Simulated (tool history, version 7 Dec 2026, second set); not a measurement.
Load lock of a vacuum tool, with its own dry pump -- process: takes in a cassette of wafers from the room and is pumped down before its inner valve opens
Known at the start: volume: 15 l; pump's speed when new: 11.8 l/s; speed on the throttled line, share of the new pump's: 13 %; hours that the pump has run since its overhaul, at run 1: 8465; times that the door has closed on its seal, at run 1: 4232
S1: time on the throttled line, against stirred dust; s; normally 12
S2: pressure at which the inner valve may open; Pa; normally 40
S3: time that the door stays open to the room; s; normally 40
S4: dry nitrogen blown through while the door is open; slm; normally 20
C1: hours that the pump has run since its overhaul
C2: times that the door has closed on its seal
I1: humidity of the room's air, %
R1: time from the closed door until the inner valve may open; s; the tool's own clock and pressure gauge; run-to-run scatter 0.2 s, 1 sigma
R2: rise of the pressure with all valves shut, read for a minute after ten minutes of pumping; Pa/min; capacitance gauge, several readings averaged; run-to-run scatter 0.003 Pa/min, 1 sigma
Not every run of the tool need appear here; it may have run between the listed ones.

run,hour,S1,S2,S3,S4,C1,C2,I1,R1,R2
1,0.0,12,40,40,20,8465,4232,45.5,21.1,0.069
2,41.0,12,40,40,20,8506,4319,48.8,21.2,0.070
3,84.9,12,40,40,20,8550,4412,43.7,21.0,0.068
4,175.5,12,40,40,20,8641,4604,47.5,21.4,0.070
5,260.2,12,40,40,20,8726,4783,41.4,21.6,0.068
6,355.0,12,59,40,20,8820,4984,43.2,20.8,0.065
7,414.5,12,59,40,20,8880,5110,44.1,21.0,0.071
8,481.1,12,40,40,20,8947,5251,43.8,21.3,0.072
9,533.9,12,40,40,20,8999,5363,49.7,21.2,0.079
10,612.3,12,40,40,20,9078,5529,44.8,21.2,0.072
11,692.8,12,40,40,4,9158,5700,45.6,21.1,0.093
12,762.0,12,40,40,20,9227,5846,41.5,21.3,0.067
13,850.2,14,40,40,20,9316,6033,45.0,23.0,0.069
14,914.6,14,40,40,20,9380,6170,44.2,22.7,0.073
15,969.9,12,40,55,20,9435,6287,45.3,21.3,0.081
16,1017.7,12,40,55,20,9483,6388,45.7,21.4,0.086
17,1102.1,15,55,32,4,9568,6567,49.0,23.7,0.095
18,1196.7,15,55,32,4,9662,6767,44.7,23.9,0.095
19,1260.4,18,78,70,9,9726,6902,49.3,25.7,0.109
20,1353.2,12,40,40,22,9819,7099,42.4,21.5,0.073
21,1402.3,20,40,40,5,9868,7203,42.9,28.5,0.096
22,1489.5,6,32,72,23,9955,7387,41.6,16.5,0.086
23,1546.1,12,40,59,20,10012,7507,44.3,21.5,0.083
24,1625.4,13,76,40,20,10091,7675,45.3,21.4,0.083
25,1702.9,13,76,40,20,10168,7839,48.0,21.3,0.088
26,1755.4,14,44,40,20,10221,7951,47.7,23.5,0.085
27,1815.6,12,40,116,20,10281,8078,41.9,21.3,0.102
28,1854.3,12,40,116,20,10320,8160,46.1,21.3,0.103

Consider 5 possible next runs. They are alternatives, not a sequence: every one starts from the tool as it was left by run 28. What does each give?
A,1943.7,12,40,83,12,10409,8350,44.6,?,?
B,1943.7,7,69,40,20,10409,8350,42.2,?,?
C,1943.7,12,40,40,4,10409,8350,46.1,?,?
D,1943.7,12,34,86,14,10409,8350,43.0,?,?
E,1943.7,7,40,116,20,10409,8350,47.9,?,?

run,R1,R2
A,21.6,0.102
B,16.2,0.085
C,21.3,0.111
D,21.8,0.099
E,16.7,0.106
Take away the tool's hidden state, keep each run's random variation, and the runs would have read:
run,R1,R2
A,20.6,0.073
B,15.1,0.056
C,20.2,0.082
D,20.7,0.070
E,15.6,0.077

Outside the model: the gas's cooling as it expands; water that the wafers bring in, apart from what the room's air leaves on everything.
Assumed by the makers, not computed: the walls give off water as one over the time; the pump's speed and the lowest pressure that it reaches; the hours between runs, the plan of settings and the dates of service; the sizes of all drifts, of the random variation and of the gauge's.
